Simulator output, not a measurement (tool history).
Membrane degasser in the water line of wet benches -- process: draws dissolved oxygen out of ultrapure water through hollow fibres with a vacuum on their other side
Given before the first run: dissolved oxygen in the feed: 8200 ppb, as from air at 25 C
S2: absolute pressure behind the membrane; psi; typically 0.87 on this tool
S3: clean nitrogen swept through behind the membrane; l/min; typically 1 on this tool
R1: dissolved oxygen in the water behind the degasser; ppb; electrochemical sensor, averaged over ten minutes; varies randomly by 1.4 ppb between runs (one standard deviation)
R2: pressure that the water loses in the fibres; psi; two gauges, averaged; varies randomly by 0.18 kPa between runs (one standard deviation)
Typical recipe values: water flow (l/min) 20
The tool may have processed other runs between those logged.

run 1 hour=0 | water_flow_(l/min)=20 S2=0.87 S3=1 | R1=144.1 R2=4.734
run 2 hour=91.3 | water_flow_(l/min)=20 S2=0.87 S3=1 | R1=146.4 R2=4.72
-- hour=123.4 vacuum gauge calibrated
run 3 hour=157.8 | water_flow_(l/min)=20 S2=0.87 S3=1 | R1=140.4 R2=4.722
run 4 hour=244.6 | water_flow_(l/min)=20 S2=0.87 S3=1.07 | R1=134.6 R2=4.704
run 5 hour=342.8 | water_flow_(l/min)=20 S2=0.87 S3=1.07 | R1=134.3 R2=4.73
run 6 hour=407.6 | water_flow_(l/min)=20 S2=0.87 S3=1.07 | R1=132.1 R2=4.74
run 7 hour=540.4 | water_flow_(l/min)=20 S2=0.87 S3=1 | R1=140.4 R2=4.711
run 8 hour=676.3 | water_flow_(l/min)=20 S2=0.87 S3=1 | R1=141 R2=4.724
run 9 hour=759.7 | water_flow_(l/min)=26 S2=0.87 S3=1 | R1=197.8 R2=6.092
run 10 hour=833.8 | water_flow_(l/min)=20 S2=1.424 S3=1 | R1=312.9 R2=4.753
run 11 hour=916.6 | water_flow_(l/min)=22 S2=0.87 S3=1.03 | R1=151.8 R2=5.179
run 12 hour=1009.6 | water_flow_(l/min)=22 S2=0.87 S3=0.7 | R1=202.1 R2=5.253
run 13 hour=1112.4 | water_flow_(l/min)=22 S2=0.87 S3=0.7 | R1=201.2 R2=5.179
run 14 hour=1231.6 | water_flow_(l/min)=22 S2=0.87 S3=0.7 | R1=210.3 R2=5.22
-- hour=1324.7 seals of the vacuum lines changed
run 15 hour=1363.5 | water_flow_(l/min)=16 S2=0.87 S3=1 | R1=107.9 R2=3.829

4 ways to go on from here, each from the tool as it stands after run 15. What would each give?
run A hour=1434.9 | water_flow_(l/min)=17 S2=1.463 S3=0.49 | R1=? R2=?
run B hour=1434.9 | water_flow_(l/min)=16 S2=0.87 S3=0.77 | R1=? R2=?
run C hour=1434.9 | water_flow_(l/min)=17 S2=0.87 S3=2.66 | R1=? R2=?
run D hour=1434.9 | water_flow_(l/min)=18 S2=0.87 S3=0.67 | R1=? R2=?

run=A R1=481.7 R2=4.016
run=B R1=135.2 R2=3.784
run=C R1=50.5 R2=4.023
run=D R1=170.4 R2=4.276
With no hidden state in the tool, these same runs would have given:
run=A R1=481.4 R2=3.989
run=B R1=134.9 R2=3.758
run=C R1=50.1 R2=3.996
run=D R1=169.9 R2=4.247

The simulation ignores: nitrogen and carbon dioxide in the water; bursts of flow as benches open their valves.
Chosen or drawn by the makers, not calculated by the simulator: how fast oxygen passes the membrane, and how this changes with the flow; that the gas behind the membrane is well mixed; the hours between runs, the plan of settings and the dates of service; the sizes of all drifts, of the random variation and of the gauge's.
